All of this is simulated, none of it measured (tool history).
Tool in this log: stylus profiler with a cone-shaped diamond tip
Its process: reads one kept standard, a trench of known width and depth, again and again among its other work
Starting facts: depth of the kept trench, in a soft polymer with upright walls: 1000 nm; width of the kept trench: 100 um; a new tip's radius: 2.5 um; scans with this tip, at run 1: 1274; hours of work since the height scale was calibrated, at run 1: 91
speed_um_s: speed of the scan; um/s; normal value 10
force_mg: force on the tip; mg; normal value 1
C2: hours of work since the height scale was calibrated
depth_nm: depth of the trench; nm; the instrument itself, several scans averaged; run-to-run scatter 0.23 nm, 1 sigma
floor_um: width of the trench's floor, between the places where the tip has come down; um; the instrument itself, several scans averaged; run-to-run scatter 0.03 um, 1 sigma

Run 1, hour 0: usual settings; scans with this tip 1274; C2 91. Result: depth_nm 1009.94 nm, floor_um 95.9 um.
Run 2, hour 18.5: usual settings; scans with this tip 1448; C2 103. Result: depth_nm 1009.76 nm, floor_um 95.85 um.
Run 3, hour 40.5: usual settings; scans with this tip 1654; C2 118. Result: depth_nm 1009.81 nm, floor_um 95.89 um.
Run 4, hour 70.6: usual settings but speed_um_s 11 um/s; scans with this tip 1937; C2 138. Result: depth_nm 1009.79 nm, floor_um 95.83 um.
Run 5, hour 92.2: usual settings; scans with this tip 2140; C2 153. Result: depth_nm 1009.64 nm, floor_um 95.9 um.
Run 6, hour 114.4: usual settings but force_mg 1.19 mg; scans with this tip 2349; C2 168. Result: depth_nm 1010.89 nm, floor_um 95.8 um.
Run 7, hour 147.7: usual settings but force_mg 1.19 mg; scans with this tip 2662; C2 190. Result: depth_nm 1011.12 nm, floor_um 95.83 um.
Run 8, hour 169.8: usual settings but force_mg 1.19 mg; scans with this tip 2869; C2 205. Result: depth_nm 1011 nm, floor_um 95.78 um.
Run 9, hour 195.2: usual settings but force_mg 1.19 mg; scans with this tip 3108; C2 222. Result: depth_nm 1011.31 nm, floor_um 95.74 um.
Run 10, hour 209.6: usual settings but force_mg 2.43 mg; scans with this tip 3243; C2 232. Result: depth_nm 1017.34 nm, floor_um 95.71 um.
Run 11, hour 235.3: usual settings; scans with this tip 3484; C2 249. Result: depth_nm 1009.57 nm, floor_um 95.7 um.
Run 12, hour 251.6: usual settings but force_mg 0.34 mg; scans with this tip 3638; C2 260. Result: depth_nm 1004.92 nm, floor_um 95.67 um.
Run 13, hour 267.4: usual settings but force_mg 0.38 mg; scans with this tip 3786; C2 270. Result: depth_nm 1005.55 nm, floor_um 95.66 um.
Run 14, hour 302.4: usual settings but force_mg 0.83 mg; scans with this tip 4114; C2 294. Result: depth_nm 1008.34 nm, floor_um 95.65 um.
Run 15, hour 327.2: usual settings but force_mg 0.83 mg; scans with this tip 4347; C2 310. Result: depth_nm 1008.22 nm, floor_um 95.6 um.
Run 16, hour 362.9: usual settings but force_mg 2.51 mg; scans with this tip 4683; C2 334. Result: depth_nm 1017.39 nm, floor_um 95.66 um.
Run 17, hour 386.8: usual settings but force_mg 2.51 mg; scans with this tip 4907; C2 350. Result: depth_nm 1017.37 nm, floor_um 95.63 um.
Run 18, hour 412.9: usual settings but force_mg 1.39 mg; scans with this tip 5152; C2 368. Result: depth_nm 1011.54 nm, floor_um 95.61 um.
Run 19, hour 439.2: usual settings but speed_um_s 7 um/s; scans with this tip 5399; C2 386. Result: depth_nm 1009.15 nm, floor_um 95.56 um.
Run 20, hour 456.7: usual settings but speed_um_s 7 um/s; scans with this tip 5564; C2 397. Result: depth_nm 1009.27 nm, floor_um 95.61 um.
Run 21, hour 488.1: usual settings but speed_um_s 2 um/s; scans with this tip 5859; C2 418. Result: depth_nm 1009.78 nm, floor_um 95.58 um.
Run 22, hour 512.5: usual settings but speed_um_s 2 um/s; scans with this tip 6089; C2 435. Result: depth_nm 1009.35 nm, floor_um 95.51 um.
Run 23, hour 539.8: usual settings but speed_um_s 2 um/s; scans with this tip 6345; C2 453. Result: depth_nm 1009.08 nm, floor_um 95.5 um.
Run 24, hour 555.4: usual settings but speed_um_s 2 um/s; scans with this tip 6491; C2 464. Result: depth_nm 1009.79 nm, floor_um 95.48 um.
Run 25, hour 570.4: usual settings but speed_um_s 2 um/s; scans with this tip 6632; C2 474. Result: depth_nm 1009.24 nm, floor_um 95.45 um.
Run 26, hour 595.1: usual settings but speed_um_s 2 um/s; scans with this tip 6864; C2 490. Result: depth_nm 1009.5 nm, floor_um 95.48 um.
Run 27, hour 628.4: usual settings but speed_um_s 3 um/s; scans with this tip 7177; C2 513. Result: depth_nm 1009.36 nm, floor_um 95.43 um.
Run 28, hour 657.4: usual settings but force_mg 2.57 mg; scans with this tip 7449; C2 532. Result: depth_nm 1017.34 nm, floor_um 95.41 um.
Run 29, hour 679.6: usual settings; scans with this tip 7658; C2 547. Result: depth_nm 1009.18 nm, floor_um 95.38 um.
Run 30, hour 710.4: usual settings; scans with this tip 7947; C2 568. Result: depth_nm 1008.99 nm, floor_um 95.34 um.
Run 31, hour 731.9: usual settings but speed_um_s 28 um/s, force_mg 0.59 mg; scans with this tip 8149; C2 582. Result: depth_nm 1006.31 nm, floor_um 95.32 um.
Run 32, hour 750.5: usual settings but speed_um_s 6 um/s, force_mg 0.57 mg; scans with this tip 8324; C2 594. Result: depth_nm 1006.29 nm, floor_um 95.37 um.
Run 33, hour 767.6: usual settings but speed_um_s 2 um/s, force_mg 2.83 mg; scans with this tip 8485; C2 606. Result: depth_nm 1018.79 nm, floor_um 95.31 um.
Run 34, hour 796.7: usual settings but speed_um_s 2 um/s, force_mg 2.83 mg; scans with this tip 8758; C2 625. Result: depth_nm 1018.43 nm, floor_um 95.3 um.
Run 35, hour 832.1: usual settings but speed_um_s 20 um/s, force_mg 1.39 mg; scans with this tip 9091; C2 649. Result: depth_nm 1010.97 nm, floor_um 95.24 um.
Run 36, hour 864.6: usual settings but speed_um_s 20 um/s, force_mg 1.39 mg; scans with this tip 9396; C2 671. Result: depth_nm 1011.66 nm, floor_um 95.23 um.
Run 37, hour 893.8: usual settings but speed_um_s 17 um/s, force_mg 1.54 mg; scans with this tip 9670; C2 691. Result: depth_nm 1012.13 nm, floor_um 95.19 um.
Run 38, hour 908.5: usual settings but speed_um_s 32 um/s, force_mg 0.75 mg; scans with this tip 9809; C2 700. Result: depth_nm 1007.27 nm, floor_um 95.17 um.
Run 39, hour 925.9: usual settings but speed_um_s 32 um/s, force_mg 0.75 mg; scans with this tip 9972; C2 712. Result: depth_nm 1007.52 nm, floor_um 95.06 um.
Run 40, hour 945.3: usual settings but speed_um_s 32 um/s, force_mg 0.75 mg; scans with this tip 10154; C2 725. Result: depth_nm 1007.3 nm, floor_um 95.1 um.
Run 41, hour 965: usual settings but speed_um_s 3 um/s, force_mg 0.64 mg; scans with this tip 10339; C2 738. Result: depth_nm 1006.6 nm, floor_um 95.14 um.
Run 42, hour 995.3: usual settings but speed_um_s 5 um/s, force_mg 0.69 mg; scans with this tip 10624; C2 759. Result: depth_nm 1006.61 nm, floor_um 95.1 um.
Run 43, hour 1023.2: usual settings but force_mg 1.13 mg; scans with this tip 10886; C2 777. Result: depth_nm 1009.49 nm, floor_um 95.17 um.
Run 44, hour 1056.1: usual settings but speed_um_s 11 um/s, force_mg 0.51 mg; scans with this tip 11195; C2 799. Result: depth_nm 1005.61 nm, floor_um 95.09 um.
Run 45, hour 1085.8: usual settings but speed_um_s 5 um/s, force_mg 2.09 mg; scans with this tip 11473; C2 819. Result: depth_nm 1014.44 nm, floor_um 95.13 um.
Run 46, hour 1105.8: usual settings but speed_um_s 3 um/s, force_mg 0.43 mg; scans with this tip 11662; C2 833. Result: depth_nm 1004.48 nm, floor_um 95.07 um.

A few steps of depth_nm between consecutive runs. Split each: what settings, incoming material and random variation would produce without the hidden state, and what is left over for the hidden state, along with gauge scatter present in only one of the two compared results (measured, and without hidden state):
What the log doesn't record here: radius of the tip, um; height scale over the true one, %; drift of the gauge itself on depth_nm, %; drift of the gauge itself on floor_um, %.
Run 6 -> 7: nothing adjusted, nothing logged. depth_nm +0.23 nm: hidden state -0.05, all else +0.28.
Run 13 -> 14: force_mg 0.38 -> 0.83. depth_nm +2.79 nm: hidden state -0.04, all else +2.83.
Run 15 -> 16: force_mg 0.83 -> 2.51. depth_nm +9.17 nm: hidden state -0.04, all else +9.21.
Run 32 -> 33: speed_um_s 6 -> 2, force_mg 0.57 -> 2.83. depth_nm +12.5 nm: hidden state -0.02, all else +12.52.
Run 44 -> 45: speed_um_s 11 -> 5, force_mg 0.51 -> 2.09. depth_nm +8.83 nm: hidden state -0.05, all else +8.88.
Run 45 -> 46: speed_um_s 5 -> 3, force_mg 2.09 -> 0.43. depth_nm -9.96 nm: hidden state -0.02, all else -9.94.

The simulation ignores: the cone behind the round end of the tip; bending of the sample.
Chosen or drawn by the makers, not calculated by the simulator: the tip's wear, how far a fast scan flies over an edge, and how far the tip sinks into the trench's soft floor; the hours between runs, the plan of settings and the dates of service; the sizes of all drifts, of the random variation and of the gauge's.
